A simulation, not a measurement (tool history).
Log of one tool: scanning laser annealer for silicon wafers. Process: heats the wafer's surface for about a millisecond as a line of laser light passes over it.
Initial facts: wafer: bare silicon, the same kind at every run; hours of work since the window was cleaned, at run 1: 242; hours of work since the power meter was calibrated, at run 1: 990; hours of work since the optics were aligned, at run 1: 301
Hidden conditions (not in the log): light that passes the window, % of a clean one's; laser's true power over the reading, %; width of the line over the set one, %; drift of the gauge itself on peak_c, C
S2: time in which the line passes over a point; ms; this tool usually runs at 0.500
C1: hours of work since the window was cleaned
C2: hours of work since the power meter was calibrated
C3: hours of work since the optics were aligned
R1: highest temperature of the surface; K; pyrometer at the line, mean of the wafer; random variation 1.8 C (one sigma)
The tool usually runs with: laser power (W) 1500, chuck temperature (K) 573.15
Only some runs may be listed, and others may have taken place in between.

run 1 hour=0.0 | laser_power_(W)=1500 S2=0.500 chuck_temperature_(K)=573.15 | C1=242 C2=990 C3=301 | R1=1334.15
run 2 hour=52.2 | laser_power_(W)=1500 S2=0.500 chuck_temperature_(K)=573.15 | C1=282 C2=1030 C3=342 | R1=1333.15
run 3 hour=99.5 | laser_power_(W)=1500 S2=0.500 chuck_temperature_(K)=573.15 | C1=319 C2=1067 C3=378 | R1=1330.15
run 4 hour=140.5 | laser_power_(W)=1559 S2=0.500 chuck_temperature_(K)=573.15 | C1=350 C2=1099 C3=410 | R1=1363.15
run 5 hour=163.3 | laser_power_(W)=1559 S2=0.500 chuck_temperature_(K)=573.15 | C1=368 C2=1116 C3=428 | R1=1365.15
run 6 hour=186.9 | laser_power_(W)=1559 S2=0.500 chuck_temperature_(K)=573.15 | C1=386 C2=1135 C3=446 | R1=1362.15
-- hour=196.2 optics aligned, line set to its width
run 7 hour=214.6 | laser_power_(W)=1500 S2=0.500 chuck_temperature_(K)=573.15 | C1=404 C2=1152 C3=14 | R1=1323.15
run 8 hour=240.9 | laser_power_(W)=1500 S2=0.611 chuck_temperature_(K)=573.15 | C1=424 C2=1173 C3=35 | R1=1407.15
run 9 hour=264.9 | laser_power_(W)=1500 S2=0.611 chuck_temperature_(K)=573.15 | C1=443 C2=1191 C3=53 | R1=1404.15
run 10 hour=307.5 | laser_power_(W)=1599 S2=0.389 chuck_temperature_(K)=556.15 | C1=476 C2=1224 C3=86 | R1=1261.15
run 11 hour=332.4 | laser_power_(W)=1599 S2=0.389 chuck_temperature_(K)=556.15 | C1=495 C2=1243 C3=105 | R1=1258.15
run 12 hour=377.2 | laser_power_(W)=1545 S2=0.500 chuck_temperature_(K)=565.15 | C1=530 C2=1278 C3=140 | R1=1332.15
run 13 hour=424.9 | laser_power_(W)=1545 S2=0.500 chuck_temperature_(K)=565.15 | C1=567 C2=1315 C3=177 | R1=1330.15

What will run 14 give?
run 14 hour=455.6 | laser_power_(W)=1545 S2=0.500 chuck_temperature_(K)=565.15 | C1=591 C2=1339 C3=201 | R1=?

{"run 14": {"R1": 1333.15}}
The same run, on a tool lacking any hidden state, would have yielded R1 1377.15 K.
